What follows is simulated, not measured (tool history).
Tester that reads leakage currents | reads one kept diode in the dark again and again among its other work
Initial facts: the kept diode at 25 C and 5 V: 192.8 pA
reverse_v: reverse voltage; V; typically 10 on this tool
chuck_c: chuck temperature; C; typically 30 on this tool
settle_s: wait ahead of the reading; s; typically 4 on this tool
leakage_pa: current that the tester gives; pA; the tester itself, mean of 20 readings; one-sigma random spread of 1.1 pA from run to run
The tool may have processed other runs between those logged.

Run 1, day 0: usual settings. Result: leakage_pa 340.83 pA.
Run 2, day 2.088: usual settings. Result: leakage_pa 337.45 pA.
Run 3, day 5.675: usual settings. Result: leakage_pa 335.07 pA.
Run 4, day 9.762: usual settings. Result: leakage_pa 333.62 pA.
Run 5, day 12.8: usual settings but settle_s 4.21 s. Result: leakage_pa 329.03 pA.
Run 6, day 15.333: usual settings but reverse_v 2.8 V. Result: leakage_pa 194.35 pA.
Run 7, day 17.621: usual settings but reverse_v 7.6 V. Result: leakage_pa 291.29 pA.
Run 8, day 21.462: usual settings but reverse_v 7.6 V. Result: leakage_pa 288.55 pA.
Run 9, day 23.821: usual settings but reverse_v 7.6 V, settle_s 2.46 s. Result: leakage_pa 286.03 pA.
Run 10, day 27.696: usual settings but reverse_v 7.6 V, settle_s 2.46 s. Result: leakage_pa 283.39 pA.
Run 11, day 31.083: usual settings. Result: leakage_pa 316.79 pA.
At day 31.8: chuck's temperature calibrated.
Run 12, day 34.771: usual settings but reverse_v 2.3 V. Result: leakage_pa 197.79 pA.
Run 13, day 36.917: usual settings but reverse_v 9.4 V, chuck_c 41 C. Result: leakage_pa 746.68 pA.
Run 14, day 39.704: usual settings but reverse_v 2.4 V, chuck_c 47 C. Result: leakage_pa 628.81 pA.
Run 15, day 41.858: usual settings but reverse_v 7.8 V, chuck_c 40 C. Result: leakage_pa 639.75 pA.
Run 16, day 45.921: usual settings but reverse_v 10.1 V, chuck_c 22 C, settle_s 2.15 s. Result: leakage_pa 199.61 pA.
Run 17, day 49.388: usual settings but reverse_v 2.5 V. Result: leakage_pa 196.74 pA.
Run 18, day 52.3: usual settings but settle_s 0.63 s. Result: leakage_pa 351.15 pA.
Run 19, day 56: usual settings but reverse_v 15.8 V. Result: leakage_pa 416.96 pA.
Run 20, day 58.492: usual settings but reverse_v 15.8 V. Result: leakage_pa 415.57 pA.
Run 21, day 60.804: usual settings but reverse_v 2.1 V. Result: leakage_pa 178.84 pA.

What does the tool deliver on the next run?
Run 22, day 64.971: usual settings but reverse_v 2.1 V, chuck_c 34 C, settle_s 1.63 s. Result: leakage_pa ?.

leakage_pa: 234.45 pA
With no hidden state in the tool, this same run would have given leakage_pa 257.5 pA.
